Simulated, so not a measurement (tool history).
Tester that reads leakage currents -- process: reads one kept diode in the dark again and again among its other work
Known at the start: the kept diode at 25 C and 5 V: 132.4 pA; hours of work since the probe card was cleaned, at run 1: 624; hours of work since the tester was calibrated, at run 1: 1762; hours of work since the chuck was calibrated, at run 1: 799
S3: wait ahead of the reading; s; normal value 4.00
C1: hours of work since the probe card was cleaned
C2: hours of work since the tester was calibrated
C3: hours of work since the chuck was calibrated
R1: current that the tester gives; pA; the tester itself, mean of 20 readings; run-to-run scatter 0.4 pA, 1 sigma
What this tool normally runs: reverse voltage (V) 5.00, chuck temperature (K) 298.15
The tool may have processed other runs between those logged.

{"run": 1, "day": 0.0, "reverse voltage (V)": 5.0, "chuck temperature (K)": 298.15, "S3": 4.0, "C1": 624, "C2": 1762, "C3": 799, "R1": 143.3}
{"run": 2, "day": 1.008, "reverse voltage (V)": 5.0, "chuck temperature (K)": 298.15, "S3": 4.0, "C1": 638, "C2": 1776, "C3": 813, "R1": 142.57}
{"run": 3, "day": 2.971, "reverse voltage (V)": 5.0, "chuck temperature (K)": 298.15, "S3": 4.0, "C1": 665, "C2": 1804, "C3": 841, "R1": 142.85}
{"run": 4, "day": 4.896, "reverse voltage (V)": 5.0, "chuck temperature (K)": 298.15, "S3": 4.0, "C1": 692, "C2": 1831, "C3": 868, "R1": 143.4}
{"run": 5, "day": 6.017, "reverse voltage (V)": 5.0, "chuck temperature (K)": 298.15, "S3": 4.0, "C1": 708, "C2": 1846, "C3": 883, "R1": 144.16}
{"run": 6, "day": 7.467, "reverse voltage (V)": 5.0, "chuck temperature (K)": 298.15, "S3": 4.0, "C1": 728, "C2": 1867, "C3": 904, "R1": 143.23}
{"run": 7, "day": 9.104, "reverse voltage (V)": 5.0, "chuck temperature (K)": 300.15, "S3": 4.0, "C1": 751, "C2": 1890, "C3": 926, "R1": 170.43}
{"run": 8, "day": 11.117, "reverse voltage (V)": 5.0, "chuck temperature (K)": 300.15, "S3": 4.0, "C1": 779, "C2": 1918, "C3": 955, "R1": 172.57}
{"run": 9, "day": 13.133, "reverse voltage (V)": 5.0, "chuck temperature (K)": 300.15, "S3": 4.0, "C1": 808, "C2": 1946, "C3": 983, "R1": 173.95}
{"run": 10, "day": 15.104, "reverse voltage (V)": 5.0, "chuck temperature (K)": 300.15, "S3": 4.0, "C1": 835, "C2": 1974, "C3": 1010, "R1": 173.6}
{"run": 11, "day": 16.612, "reverse voltage (V)": 5.0, "chuck temperature (K)": 300.15, "S3": 4.0, "C1": 856, "C2": 1995, "C3": 1032, "R1": 173.27}
{"run": 12, "day": 18.954, "reverse voltage (V)": 5.0, "chuck temperature (K)": 307.15, "S3": 4.0, "C1": 889, "C2": 2027, "C3": 1064, "R1": 317.86}
{"run": 13, "day": 20.583, "reverse voltage (V)": 5.0, "chuck temperature (K)": 313.15, "S3": 4.0, "C1": 912, "C2": 2050, "C3": 1087, "R1": 523.79}
{"run": 14, "day": 22.342, "reverse voltage (V)": 5.0, "chuck temperature (K)": 313.15, "S3": 4.0, "C1": 937, "C2": 2075, "C3": 1112, "R1": 524.1}
{"run": 15, "day": 23.45, "reverse voltage (V)": 5.0, "chuck temperature (K)": 313.15, "S3": 0.5, "C1": 952, "C2": 2090, "C3": 1127, "R1": 523.71}
{"run": 16, "day": 25.333, "reverse voltage (V)": 5.0, "chuck temperature (K)": 298.15, "S3": 0.44, "C1": 978, "C2": 2117, "C3": 1154, "R1": 147.02}
{"run": 17, "day": 27.433, "reverse voltage (V)": 5.0, "chuck temperature (K)": 298.15, "S3": 0.44, "C1": 1008, "C2": 2146, "C3": 1183, "R1": 148.32}
{"run": 18, "day": 28.471, "reverse voltage (V)": 1.37, "chuck temperature (K)": 302.15, "S3": 4.0, "C1": 1022, "C2": 2161, "C3": 1198, "R1": 110.66}
{"run": 19, "day": 29.967, "reverse voltage (V)": 14.13, "chuck temperature (K)": 323.15, "S3": 0.38, "C1": 1043, "C2": 2182, "C3": 1218, "R1": 1931.52}
{"run": 20, "day": 30.938, "reverse voltage (V)": 9.62, "chuck temperature (K)": 328.15, "S3": 2.8, "C1": 1057, "C2": 2195, "C3": 1232, "R1": 2316.45}
{"run": 21, "day": 32.8, "reverse voltage (V)": 9.62, "chuck temperature (K)": 324.15, "S3": 2.8, "C1": 1083, "C2": 2221, "C3": 1258, "R1": 1729.3}
{"run": 22, "day": 34.192, "reverse voltage (V)": 5.0, "chuck temperature (K)": 319.15, "S3": 8.03, "C1": 1102, "C2": 2241, "C3": 1278, "R1": 856.72}
{"day": 36.325, "done": "tester calibrated"}
{"run": 23, "day": 36.325, "reverse voltage (V)": 1.91, "chuck temperature (K)": 306.15, "S3": 2.72, "C1": 1131, "C2": 0, "C3": 1306, "R1": 182.3}
{"run": 24, "day": 38.658, "reverse voltage (V)": 2.27, "chuck temperature (K)": 298.15, "S3": 0.51, "C1": 1164, "C2": 33, "C3": 1339, "R1": 99.63}
{"run": 25, "day": 40.179, "reverse voltage (V)": 5.0, "chuck temperature (K)": 318.15, "S3": 4.0, "C1": 1185, "C2": 54, "C3": 1360, "R1": 783.26}
{"run": 26, "day": 41.392, "reverse voltage (V)": 5.0, "chuck temperature (K)": 318.15, "S3": 4.0, "C1": 1202, "C2": 71, "C3": 1377, "R1": 786.27}
{"run": 27, "day": 43.088, "reverse voltage (V)": 7.13, "chuck temperature (K)": 300.15, "S3": 4.0, "C1": 1226, "C2": 95, "C3": 1401, "R1": 209.36}
{"run": 28, "day": 44.538, "reverse voltage (V)": 7.13, "chuck temperature (K)": 300.15, "S3": 4.0, "C1": 1246, "C2": 115, "C3": 1421, "R1": 210.29}
{"run": 29, "day": 46.392, "reverse voltage (V)": 5.0, "chuck temperature (K)": 314.15, "S3": 0.44, "C1": 1272, "C2": 141, "C3": 1447, "R1": 573.41}
{"run": 30, "day": 48.608, "reverse voltage (V)": 5.0, "chuck temperature (K)": 314.15, "S3": 0.44, "C1": 1303, "C2": 172, "C3": 1478, "R1": 573.44}
{"run": 31, "day": 49.55, "reverse voltage (V)": 17.99, "chuck temperature (K)": 297.15, "S3": 3.7, "C1": 1316, "C2": 185, "C3": 1491, "R1": 259.62}
{"run": 32, "day": 50.592, "reverse voltage (V)": 4.54, "chuck temperature (K)": 315.15, "S3": 0.81, "C1": 1331, "C2": 200, "C3": 1506, "R1": 594.76}

Forecast each of these 4 alternatives for the next run:
{"run": "A", "day": 52.312, "reverse voltage (V)": 1.77, "chuck temperature (K)": 294.15, "S3": 4.0, "C1": 1355, "C2": 224, "C3": 1530, "R1": "?"}
{"run": "B", "day": 52.312, "reverse voltage (V)": 8.95, "chuck temperature (K)": 305.15, "S3": 0.7, "C1": 1355, "C2": 224, "C3": 1530, "R1": "?"}
{"run": "C", "day": 52.312, "reverse voltage (V)": 1.32, "chuck temperature (K)": 294.15, "S3": 5.59, "C1": 1355, "C2": 224, "C3": 1530, "R1": "?"}
{"run": "D", "day": 52.312, "reverse voltage (V)": 5.0, "chuck temperature (K)": 298.15, "S3": 0.95, "C1": 1355, "C2": 224, "C3": 1530, "R1": "?"}

run=A R1=62.55
run=B R1=363.50
run=C R1=53.90
run=D R1=148.69
With no hidden state in the tool, these same runs would have given:
run=A R1=55.53
run=B R1=325.87
run=C R1=47.96
run=D R1=131.98
